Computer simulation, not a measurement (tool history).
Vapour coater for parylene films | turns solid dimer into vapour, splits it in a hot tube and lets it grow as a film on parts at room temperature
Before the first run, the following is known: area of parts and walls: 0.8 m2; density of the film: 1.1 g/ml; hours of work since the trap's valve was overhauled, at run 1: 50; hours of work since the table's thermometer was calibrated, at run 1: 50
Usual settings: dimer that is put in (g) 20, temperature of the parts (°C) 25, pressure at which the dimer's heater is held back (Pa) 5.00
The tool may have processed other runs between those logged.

| run | day | dimer that is put in (g) | temperature of the parts (°C) | pressure at which the dimer's heater is held back (Pa) | hours of work since the trap's valve was overhauled | hours of work since the table's thermometer was calibrated | thickness of the film (nm) |
|---|---|---|---|---|---|---|---|
| 1 | 0.000 | 20 | 25 | 5.00 | 50 | 50 | 16790 |
| 2 | 0.525 | 20 | 25 | 5.00 | 55 | 55 | 16860 |
| 3 | 1.388 | 25 | 25 | 5.00 | 64 | 64 | 20880 |
| 4 | 1.767 | 20 | 25 | 5.00 | 68 | 68 | 16730 |
| 5 | 2.271 | 20 | 25 | 5.00 | 74 | 74 | 16720 |
| 6 | 3.004 | 20 | 25 | 5.00 | 82 | 82 | 16720 |
| 7 | 3.425 | 20 | 25 | 5.00 | 86 | 86 | 16450 |
| 8 | 3.942 | 20 | 25 | 2.52 | 91 | 91 | 17370 |
| 9 | 4.479 | 20 | 25 | 2.52 | 97 | 97 | 17400 |
| 10 | 5.238 | 20 | 25 | 2.52 | 105 | 105 | 17260 |
| 11 | 5.771 | 20 | 25 | 2.52 | 111 | 111 | 17310 |
| 12 | 6.550 | 20 | 25 | 2.52 | 119 | 119 | 17390 |
| 13 | 7.221 | 20 | 25 | 2.52 | 126 | 126 | 17610 |
| 14 | 7.946 | 20 | 25 | 2.52 | 134 | 134 | 17510 |
| 15 | 8.558 | 20 | 25 | 2.52 | 140 | 140 | 17060 |
| 16 | 9.092 | 20 | 25 | 2.52 | 146 | 146 | 17090 |
| 17 | 9.942 | 20 | 25 | 5.00 | 155 | 155 | 16260 |
| 18 | 10.521 | 20 | 25 | 5.00 | 161 | 161 | 15940 |
| 19 | 11.346 | 20 | 25 | 5.00 | 170 | 170 | 15920 |
| 20 | 12.046 | 24 | 25 | 5.00 | 177 | 177 | 19040 |
| 21 | 12.775 | 24 | 25 | 5.00 | 185 | 185 | 19070 |
| 22 | 13.429 | 24 | 25 | 5.00 | 192 | 192 | 19000 |
| 23 | 14.175 | 24 | 25 | 5.00 | 200 | 200 | 18780 |
| 24 | 14.546 | 24 | 25 | 5.00 | 203 | 203 | 18840 |
| 25 | 14.979 | 24 | 25 | 5.00 | 208 | 208 | 18740 |
| 26 | 15.504 | 21 | 22 | 2.63 | 214 | 214 | 18290 |
| 27 | 16.008 | 12 | 24 | 2.35 | 219 | 219 | 10290 |
| 28 | 16.754 | 25 | 31 | 11.70 | 227 | 227 | 15900 |
| 29 | 17.300 | 34 | 28 | 5.00 | 233 | 233 | 24990 |
| 30 | 17.975 | 20 | 21 | 2.22 | 240 | 240 | 18000 |
| 31 | 18.538 | 20 | 21 | 2.22 | 246 | 246 | 18090 |

The next listed run, before its measurement:
| 32 | 19.050 | 20 | 21 | 2.22 | 251 | 251 | ? |

{"run 32": {"thickness of the film (nm)": 17690}}
The same run, on a tool lacking any hidden state, would have yielded thickness of the film (nm) 19790.
